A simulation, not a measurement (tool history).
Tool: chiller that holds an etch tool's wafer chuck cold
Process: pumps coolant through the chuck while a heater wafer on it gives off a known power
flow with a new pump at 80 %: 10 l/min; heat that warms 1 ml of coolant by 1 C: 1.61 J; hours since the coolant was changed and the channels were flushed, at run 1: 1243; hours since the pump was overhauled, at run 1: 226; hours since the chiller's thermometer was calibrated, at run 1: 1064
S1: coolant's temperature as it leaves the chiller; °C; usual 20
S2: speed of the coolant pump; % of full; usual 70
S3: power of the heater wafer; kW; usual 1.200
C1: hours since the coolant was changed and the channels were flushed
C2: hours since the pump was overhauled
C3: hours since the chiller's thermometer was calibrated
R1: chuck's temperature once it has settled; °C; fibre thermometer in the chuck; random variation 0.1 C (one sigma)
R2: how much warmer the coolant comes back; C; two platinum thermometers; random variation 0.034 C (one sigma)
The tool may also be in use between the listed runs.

{"run": 1, "hour": 0.0, "S1": 20, "S2": 70, "S3": 1.2, "C1": 1243, "C2": 226, "C3": 1064, "R1": 33.0, "R2": 5.1}
{"run": 2, "hour": 19.2, "S1": 20, "S2": 70, "S3": 1.2, "C1": 1262, "C2": 246, "C3": 1084, "R1": 32.9, "R2": 5.13}
{"run": 3, "hour": 33.7, "S1": 20, "S2": 70, "S3": 0.783, "C1": 1277, "C2": 260, "C3": 1098, "R1": 28.4, "R2": 3.31}
{"run": 4, "hour": 66.2, "S1": 20, "S2": 70, "S3": 0.783, "C1": 1309, "C2": 293, "C3": 1131, "R1": 28.5, "R2": 3.32}
{"run": 5, "hour": 93.6, "S1": 20, "S2": 70, "S3": 0.602, "C1": 1337, "C2": 320, "C3": 1158, "R1": 26.5, "R2": 2.46}
{"run": 6, "hour": 114.0, "S1": 20, "S2": 70, "S3": 0.602, "C1": 1357, "C2": 341, "C3": 1179, "R1": 26.5, "R2": 2.46}
{"run": 7, "hour": 130.1, "S1": 20, "S2": 70, "S3": 0.602, "C1": 1373, "C2": 357, "C3": 1195, "R1": 26.6, "R2": 2.41}
{"run": 8, "hour": 146.5, "S1": 20, "S2": 70, "S3": 0.602, "C1": 1390, "C2": 373, "C3": 1211, "R1": 26.6, "R2": 2.4}
{"run": 9, "hour": 165.8, "S1": 20, "S2": 70, "S3": 0.602, "C1": 1409, "C2": 392, "C3": 1230, "R1": 26.7, "R2": 2.32}
{"run": 10, "hour": 180.0, "S1": 20, "S2": 70, "S3": 0.602, "C1": 1423, "C2": 406, "C3": 1244, "R1": 26.3, "R2": 2.29}
{"run": 11, "hour": 207.8, "S1": 20, "S2": 70, "S3": 1.2, "C1": 1451, "C2": 434, "C3": 1272, "R1": 33.1, "R2": 4.78}
{"run": 12, "hour": 221.3, "S1": 20, "S2": 70, "S3": 1.2, "C1": 1464, "C2": 448, "C3": 1286, "R1": 33.0, "R2": 4.78}
{"run": 13, "hour": 248.2, "S1": 20, "S2": 70, "S3": 1.2, "C1": 1491, "C2": 475, "C3": 1313, "R1": 33.2, "R2": 4.79}
{"run": 14, "hour": 279.0, "S1": 10, "S2": 70, "S3": 1.2, "C1": 1522, "C2": 505, "C3": 1343, "R1": 23.0, "R2": 4.74}
{"run": 15, "hour": 305.2, "S1": 20, "S2": 70, "S3": 1.121, "C1": 1548, "C2": 532, "C3": 1370, "R1": 31.9, "R2": 4.46}
{"hour": 313.2, "done": "gauge calibrated"}
{"run": 16, "hour": 329.1, "S1": 20, "S2": 70, "S3": 1.121, "C1": 1572, "C2": 556, "C3": 1394, "R1": 32.3, "R2": 4.8}
{"run": 17, "hour": 348.9, "S1": 20, "S2": 67, "S3": 1.303, "C1": 1592, "C2": 575, "C3": 1413, "R1": 34.6, "R2": 5.87}
{"run": 18, "hour": 368.5, "S1": 11, "S2": 70, "S3": 1.2, "C1": 1612, "C2": 595, "C3": 1433, "R1": 24.0, "R2": 5.09}
{"run": 19, "hour": 384.7, "S1": 10, "S2": 70, "S3": 1.652, "C1": 1628, "C2": 611, "C3": 1449, "R1": 28.0, "R2": 7.01}
{"run": 20, "hour": 413.8, "S1": 20, "S2": 73, "S3": 1.727, "C1": 1657, "C2": 640, "C3": 1478, "R1": 38.3, "R2": 6.93}
{"run": 21, "hour": 445.9, "S1": 18, "S2": 69, "S3": 1.259, "C1": 1689, "C2": 672, "C3": 1510, "R1": 31.7, "R2": 5.31}
{"run": 22, "hour": 464.1, "S1": 18, "S2": 69, "S3": 1.259, "C1": 1707, "C2": 691, "C3": 1529, "R1": 31.9, "R2": 5.28}
{"run": 23, "hour": 480.1, "S1": 20, "S2": 81, "S3": 0.881, "C1": 1723, "C2": 707, "C3": 1545, "R1": 28.6, "R2": 2.95}

Run 24 comes next. What will it give?
{"run": 24, "hour": 508.3, "S1": 20, "S2": 70, "S3": 0.636, "C1": 1751, "C2": 735, "C3": 1573, "R1": "?", "R2": "?"}

Run 24 gave R1 27.1 °C, R2 2.47 C.
Without the tool's hidden state the same run would have given R1 27.1 °C, R2 2.74 C.
